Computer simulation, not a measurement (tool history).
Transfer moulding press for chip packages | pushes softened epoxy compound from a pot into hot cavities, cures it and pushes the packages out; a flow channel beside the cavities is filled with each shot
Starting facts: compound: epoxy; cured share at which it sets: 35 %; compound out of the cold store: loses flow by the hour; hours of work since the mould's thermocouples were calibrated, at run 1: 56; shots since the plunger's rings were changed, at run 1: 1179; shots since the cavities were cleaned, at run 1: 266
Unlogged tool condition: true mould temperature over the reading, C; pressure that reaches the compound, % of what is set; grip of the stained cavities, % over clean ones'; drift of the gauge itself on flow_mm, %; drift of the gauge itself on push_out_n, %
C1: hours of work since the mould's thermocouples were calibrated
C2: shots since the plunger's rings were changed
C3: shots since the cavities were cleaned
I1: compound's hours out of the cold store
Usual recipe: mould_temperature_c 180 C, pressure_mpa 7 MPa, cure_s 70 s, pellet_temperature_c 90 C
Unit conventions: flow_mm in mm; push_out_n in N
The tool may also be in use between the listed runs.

run 1 hour=0 | mould_temperature_c=180 pressure_mpa=7 cure_s=70 pellet_temperature_c=90 | C1=56 C2=1179 C3=266 | I1=24.1 | flow_mm=931 push_out_n=802
run 2 hour=39.1 | mould_temperature_c=180 pressure_mpa=7 cure_s=70 pellet_temperature_c=94 | C1=74 C2=1548 C3=635 | I1=12.5 | flow_mm=989 push_out_n=1043
run 3 hour=73.3 | mould_temperature_c=180 pressure_mpa=7 cure_s=70 pellet_temperature_c=94 | C1=89 C2=1870 C3=957 | I1=9.7 | flow_mm=998 push_out_n=1188
-- hour=100 cavities cleaned with cleaning compound and waxed
run 4 hour=122.8 | mould_temperature_c=180 pressure_mpa=7 cure_s=70 pellet_temperature_c=94 | C1=111 C2=2322 C3=215 | I1=20.5 | flow_mm=941 push_out_n=774
run 5 hour=147.6 | mould_temperature_c=180 pressure_mpa=8.61 cure_s=70 pellet_temperature_c=94 | C1=122 C2=2556 C3=449 | I1=12.3 | flow_mm=1071 push_out_n=990
run 6 hour=195 | mould_temperature_c=180 pressure_mpa=7 cure_s=70 pellet_temperature_c=90 | C1=143 C2=3003 C3=896 | I1=41.3 | flow_mm=866 push_out_n=1111
run 7 hour=221.3 | mould_temperature_c=180 pressure_mpa=7 cure_s=70 pellet_temperature_c=90 | C1=155 C2=3250 C3=1143 | I1=28.8 | flow_mm=910 push_out_n=1172
-- hour=229.4 cavities cleaned with cleaning compound and waxed
run 8 hour=246.1 | mould_temperature_c=180 pressure_mpa=6.77 cure_s=70 pellet_temperature_c=90 | C1=166 C2=3470 C3=158 | I1=17.6 | flow_mm=938 push_out_n=782
run 9 hour=281 | mould_temperature_c=180 pressure_mpa=6.77 cure_s=99 pellet_temperature_c=90 | C1=181 C2=3799 C3=487 | I1=9.6 | flow_mm=974 push_out_n=678
run 10 hour=307.4 | mould_temperature_c=180 pressure_mpa=6.77 cure_s=99 pellet_temperature_c=90 | C1=193 C2=4047 C3=735 | I1=23.3 | flow_mm=892 push_out_n=739
run 11 hour=346.5 | mould_temperature_c=180 pressure_mpa=8.79 cure_s=70 pellet_temperature_c=90 | C1=211 C2=4416 C3=1104 | I1=10.7 | flow_mm=1091 push_out_n=1268
-- hour=357.9 cavities cleaned with cleaning compound and waxed
run 12 hour=381.3 | mould_temperature_c=180 pressure_mpa=8.79 cure_s=70 pellet_temperature_c=90 | C1=226 C2=4730 C3=221 | I1=12.7 | flow_mm=1083 push_out_n=834
run 13 hour=415.1 | mould_temperature_c=180 pressure_mpa=8.79 cure_s=70 pellet_temperature_c=90 | C1=241 C2=5048 C3=539 | I1=42.4 | flow_mm=928 push_out_n=966
run 14 hour=437.1 | mould_temperature_c=180 pressure_mpa=8.79 cure_s=70 pellet_temperature_c=90 | C1=251 C2=5255 C3=746 | I1=22.9 | flow_mm=1022 push_out_n=1103
run 15 hour=475.8 | mould_temperature_c=180 pressure_mpa=7 cure_s=70 pellet_temperature_c=90 | C1=268 C2=5620 C3=1111 | I1=8.8 | flow_mm=974 push_out_n=1272
-- hour=487.2 cavities cleaned with cleaning compound and waxed
-- hour=497.3 plunger's sealing rings changed
run 16 hour=505.3 | mould_temperature_c=185 pressure_mpa=6.78 cure_s=84 pellet_temperature_c=98 | C1=280 C2=76 C3=148 | I1=18.4 | flow_mm=930 push_out_n=500
run 17 hour=546.3 | mould_temperature_c=182 pressure_mpa=6.47 cure_s=109 pellet_temperature_c=84 | C1=298 C2=461 C3=533 | I1=12.1 | flow_mm=966 push_out_n=675
run 18 hour=584.3 | mould_temperature_c=173 pressure_mpa=5.44 cure_s=71 pellet_temperature_c=90 | C1=315 C2=820 C3=892 | I1=35.3 | flow_mm=801 push_out_n=1633
-- hour=619.3 cavities cleaned with cleaning compound and waxed
run 19 hour=626.5 | mould_temperature_c=180 pressure_mpa=8.67 cure_s=70 pellet_temperature_c=86 | C1=334 C2=1203 C3=67 | I1=20.3 | flow_mm=1061 push_out_n=669
run 20 hour=670.8 | mould_temperature_c=186 pressure_mpa=6.53 cure_s=70 pellet_temperature_c=86 | C1=354 C2=1620 C3=484 | I1=26.1 | flow_mm=869 push_out_n=753
run 21 hour=710.5 | mould_temperature_c=183 pressure_mpa=6.62 cure_s=70 pellet_temperature_c=86 | C1=372 C2=1995 C3=859 | I1=12.7 | flow_mm=961 push_out_n=987
run 22 hour=741.9 | mould_temperature_c=183 pressure_mpa=6.62 cure_s=70 pellet_temperature_c=86 | C1=386 C2=2291 C3=1155 | I1=30.9 | flow_mm=871 push_out_n=1033
-- hour=748.7 cavities cleaned with cleaning compound and waxed
run 23 hour=767.8 | mould_temperature_c=183 pressure_mpa=6.62 cure_s=70 pellet_temperature_c=86 | C1=397 C2=2521 C3=181 | I1=12.4 | flow_mm=954 push_out_n=698
run 24 hour=803.1 | mould_temperature_c=183 pressure_mpa=6.62 cure_s=70 pellet_temperature_c=86 | C1=413 C2=2853 C3=513 | I1=47.6 | flow_mm=800 push_out_n=796
run 25 hour=847.7 | mould_temperature_c=184 pressure_mpa=5.9 cure_s=70 pellet_temperature_c=80 | C1=433 C2=3273 C3=933 | I1=31.9 | flow_mm=806 push_out_n=949
-- hour=879.1 cavities cleaned with cleaning compound and waxed
run 26 hour=894.5 | mould_temperature_c=184 pressure_mpa=5.9 cure_s=70 pellet_temperature_c=80 | C1=453 C2=3700 C3=144 | I1=34.2 | flow_mm=784 push_out_n=580
run 27 hour=931 | mould_temperature_c=184 pressure_mpa=5.9 cure_s=70 pellet_temperature_c=80 | C1=469 C2=4044 C3=488 | I1=10.3 | flow_mm=871 push_out_n=827
run 28 hour=967.7 | mould_temperature_c=174 pressure_mpa=6.77 cure_s=72 pellet_temperature_c=86 | C1=486 C2=4390 C3=834 | I1=47.5 | flow_mm=814 push_out_n=1361
-- hour=1009.1 cavities cleaned with cleaning compound and waxed
run 29 hour=1016.7 | mould_temperature_c=181 pressure_mpa=6.77 cure_s=67 pellet_temperature_c=86 | C1=507 C2=4838 C3=72 | I1=14.6 | flow_mm=927 push_out_n=705

Alternative continuations, all from the tool just after run 29; predict every row:
run A hour=1042.3 | mould_temperature_c=180 pressure_mpa=6.37 cure_s=70 pellet_temperature_c=90 | C1=519 C2=5079 C3=313 | I1=20.8 | flow_mm=? push_out_n=?
run B hour=1042.3 | mould_temperature_c=180 pressure_mpa=7 cure_s=73 pellet_temperature_c=90 | C1=519 C2=5079 C3=313 | I1=22 | flow_mm=? push_out_n=?
run C hour=1042.3 | mould_temperature_c=180 pressure_mpa=7 cure_s=70 pellet_temperature_c=95 | C1=519 C2=5079 C3=313 | I1=30 | flow_mm=? push_out_n=?

run=A flow_mm=874 push_out_n=846
run=B flow_mm=924 push_out_n=779
run=C flow_mm=888 push_out_n=782
The same runs, with their run-to-run variation unchanged, on a tool lacking any hidden condition would have given:
run=A flow_mm=923 push_out_n=614
run=B flow_mm=975 push_out_n=559
run=C flow_mm=937 push_out_n=563

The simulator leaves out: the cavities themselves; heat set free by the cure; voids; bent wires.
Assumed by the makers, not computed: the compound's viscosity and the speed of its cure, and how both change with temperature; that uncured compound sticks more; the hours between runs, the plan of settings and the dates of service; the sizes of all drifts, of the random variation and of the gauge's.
